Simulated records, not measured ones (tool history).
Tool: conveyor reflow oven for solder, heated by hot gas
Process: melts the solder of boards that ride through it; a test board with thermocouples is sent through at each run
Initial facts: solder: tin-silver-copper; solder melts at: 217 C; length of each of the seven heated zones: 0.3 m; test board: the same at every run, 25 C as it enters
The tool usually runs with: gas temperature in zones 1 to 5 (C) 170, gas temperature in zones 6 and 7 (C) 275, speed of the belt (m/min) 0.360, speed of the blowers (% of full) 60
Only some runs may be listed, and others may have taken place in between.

run	day	gas temperature in zones 1 to 5 (C)	gas temperature in zones 6 and 7 (C)	speed of the belt (m/min)	speed of the blowers (% of full)	highest temperature of the board (C)	time above the solder's melting point (s)
1	0.000	170	275	0.360	60	256.8	76.8
2	0.517	170	275	0.360	82	262.4	82.4
3	0.821	168	275	0.360	60	256.3	75.9
4	1.129	170	275	0.360	60	256.7	76.8
5	1.538	170	275	0.378	60	255.0	71.1
6	1.912	170	275	0.378	60	255.0	71.2
7	2.283	161	275	0.360	60	255.0	71.7
8	2.538	170	275	0.360	60	256.6	76.6
9	2.846	170	275	0.360	60	256.8	76.6
10	3.192	170	275	0.360	60	256.8	76.5
11	3.492	165	275	0.360	60	255.8	73.4
12	3.975	170	270	0.360	62	252.9	73.2
13	4.412	167	288	0.366	60	267.0	82.3
14	4.742	167	288	0.366	60	267.0	82.3
15	5.012	167	288	0.366	60	267.0	82.2
16	5.288	170	275	0.360	55	254.9	74.6
17	5.554	170	275	0.360	55	254.6	74.7
18	5.967	170	275	0.360	67	258.5	78.7
19	6.483	170	275	0.360	67	258.4	78.6
20	6.979	158	266	0.422	80	246.0	51.8
21	7.450	158	266	0.422	80	245.6	51.6
22	7.983	174	275	0.360	52	254.3	75.9

Here are 3 independent what-if runs from the current tool condition. What would each one return?
A	8.221	170	271	0.360	57	?	?
B	8.221	158	275	0.426	70	?	?
C	8.221	184	288	0.407	60	?	?

run	highest temperature of the board (C)	time above the solder's melting point (s)
A	251.7	71.8
B	249.9	54.3
C	265.6	79.3
Take away the tool's hidden state, keep each run's random variation, and the runs would have read:
run	highest temperature of the board (C)	time above the solder's melting point (s)
A	252.3	72.6
B	251.0	55.4
C	266.4	79.8
